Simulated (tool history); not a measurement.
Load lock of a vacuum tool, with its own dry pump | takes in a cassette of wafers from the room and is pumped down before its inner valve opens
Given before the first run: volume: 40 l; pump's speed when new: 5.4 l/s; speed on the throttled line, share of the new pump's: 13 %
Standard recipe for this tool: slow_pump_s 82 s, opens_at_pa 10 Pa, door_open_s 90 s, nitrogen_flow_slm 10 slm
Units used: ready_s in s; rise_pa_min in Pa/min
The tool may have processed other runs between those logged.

run    hour  slow_pump_s  opens_at_pa  door_open_s  nitrogen_flow_slm  incoming humidity of the room's air, %  ready_s  rise_pa_min
  1       0           82           10           90                 10                                    42.7    140.5        0.065
  2   109.4           82           10           90                 10                                    46.4    141.6        0.081
  3   187.7           82           10           90                 10                                    43.8    141.5        0.071
  4   301.2           82           10           90                 10                                    46.6    140.9         0.08
  5   388.3           82           10           90                 10                                    44.6    142.1        0.075
  6   449.7           82           10           90                 10                                    44.9      141        0.076
  7   529.8           82           10           90                 10                                    47.6    141.2         0.08
  8   599.4           58           10           90                 10                                    39.8    121.1        0.078
  9   711.7           58           10           90                 10                                    47.2    121.1        0.082
 10   806.6           58           10           90                 10                                    47.7    120.7        0.085
 11   900.1           56           10           90                 10                                    43.6      118        0.082
 12   970.7           56           10           90                 10                                    44.1    118.7         0.09
 13  1036.4           82           10           30                 10                                    45.1    141.1        0.065
 14  1098.1           82           20           30                  5                                    44.9    135.8        0.069
 15  1157.5           82           20           30                  5                                    47.5    135.1        0.072
 16  1269.3           79           20          161                 38                                    43.6    134.1        0.076
 17  1379.7           78            9          161                 28                                    44.8    139.4        0.092
 18  1480.7           78            9          161                 28                                    45.7    139.3        0.093
 19    1559           68           16           90                  9                                    43.9      126        0.091
 20    1665           64           10           43                 24                                    43.5    125.9         0.06
 21  1734.4           82           13           90                 10                                    46.2    139.6        0.096
 22  1798.3           82           10          123                 11                                    47.4    142.8        0.108
 23  1877.9           82           18           33                 34                                    43.9    138.5         0.06

The same runs without the tool's hidden state, with the same run-to-run variation:
Hidden state present: pump's speed, % of a new pump's; leak at the door's seal, Pa l/s; drift of the gauge itself on ready_s, %; drift of the gauge itself on rise_pa_min, %.
run  ready_s  rise_pa_min
  1    140.2        0.056
  2    141.2        0.071
  3      141         0.06
  4    140.3        0.068
  5    141.4        0.062
  6    140.2        0.062
  7    140.4        0.065
  8    120.1        0.062
  9    120.1        0.064
 10    119.5        0.066
 11    116.7        0.062
 12    117.4        0.068
 13    139.8        0.042
 14    134.5        0.046
 15    133.8        0.048
 16    132.6        0.051
 17    137.6        0.065
 18    137.4        0.064
 19    124.2        0.062
 20    123.8        0.029
 21    137.6        0.064
 22    140.5        0.074
 23    136.4        0.024

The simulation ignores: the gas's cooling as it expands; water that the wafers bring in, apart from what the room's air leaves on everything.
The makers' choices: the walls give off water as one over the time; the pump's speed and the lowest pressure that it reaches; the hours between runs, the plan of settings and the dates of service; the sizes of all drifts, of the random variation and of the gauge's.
